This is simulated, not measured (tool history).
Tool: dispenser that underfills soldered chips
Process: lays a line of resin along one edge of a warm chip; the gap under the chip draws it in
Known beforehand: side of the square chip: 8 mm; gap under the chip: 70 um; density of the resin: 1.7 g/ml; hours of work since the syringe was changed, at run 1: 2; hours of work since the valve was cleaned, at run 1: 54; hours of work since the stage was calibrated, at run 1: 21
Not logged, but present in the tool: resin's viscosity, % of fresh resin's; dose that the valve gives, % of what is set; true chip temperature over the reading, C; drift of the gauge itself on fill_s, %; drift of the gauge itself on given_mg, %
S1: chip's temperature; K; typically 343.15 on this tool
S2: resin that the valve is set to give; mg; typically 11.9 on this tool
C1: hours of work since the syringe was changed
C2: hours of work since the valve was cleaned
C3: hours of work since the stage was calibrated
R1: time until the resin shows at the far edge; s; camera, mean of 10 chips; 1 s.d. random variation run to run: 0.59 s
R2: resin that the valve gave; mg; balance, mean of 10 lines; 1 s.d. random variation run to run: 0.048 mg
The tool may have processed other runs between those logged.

run,hour,S1,S2,C1,C2,C3,R1,R2
1,0,343.15,11.9,2,54,21,57.7,11.28
# hour 6.4: new syringe of resin
2,10.6,343.15,11,3,60,27,62.6,10.32
# hour 16.2: new syringe of resin
3,17.5,343.15,11,1,64,31,56.7,10.37
# hour 19.4: dispensing valve cleaned and set on the balance
4,23.3,343.15,12.2,4,2,34,66.7,12.16
# hour 27.4: new syringe of resin
5,32.8,343.15,11.9,3,8,40,63,11.81
# hour 37.9: new syringe of resin
6,43.4,343.15,11.9,3,14,46,65,11.78
# hour 48.1: new syringe of resin
7,53.6,343.15,11.9,3,20,53,66.3,11.64
# hour 58.3: new syringe of resin
8,60.9,334.15,11.1,2,25,57,90.9,10.84
9,66.2,355.15,11.9,5,28,60,40.7,11.6
# hour 68.7: new syringe of resin
10,75.5,351.15,10.7,4,34,66,49,10.33
# hour 78.8: new syringe of resin
11,82.8,329.15,12.4,2,38,70,127.4,11.91
# hour 88.5: new syringe of resin
12,90.9,329.15,14.9,1,43,75,117.5,14.28
13,96.4,329.15,14.9,5,46,78,144.7,14.27
# hour 98.2: new syringe of resin
14,105.3,342.15,11.3,4,51,83,74.6,10.73

Here are 4 independent what-if runs from the current tool condition. What would each one return?
# hour 108.5: new syringe of resin
A,110.2,336.15,11.2,1,54,86,?,?
# hour 108.5: new syringe of resin
B,110.2,330.15,14.8,1,54,86,?,?
# hour 108.5: new syringe of resin
C,110.2,343.15,12.4,1,54,86,?,?
# hour 108.5: new syringe of resin
D,110.2,332.15,11.7,1,54,86,?,?

run,R1,R2
A,84.2,10.72
B,108.8,14.16
C,57.9,11.71
D,99.8,11.11
The same runs, with their run-to-run variation unchanged, on a tool lacking any hidden condition would have given:
run,R1,R2
A,74.1,11.29
B,96.4,14.92
C,51.3,12.34
D,87.9,11.71

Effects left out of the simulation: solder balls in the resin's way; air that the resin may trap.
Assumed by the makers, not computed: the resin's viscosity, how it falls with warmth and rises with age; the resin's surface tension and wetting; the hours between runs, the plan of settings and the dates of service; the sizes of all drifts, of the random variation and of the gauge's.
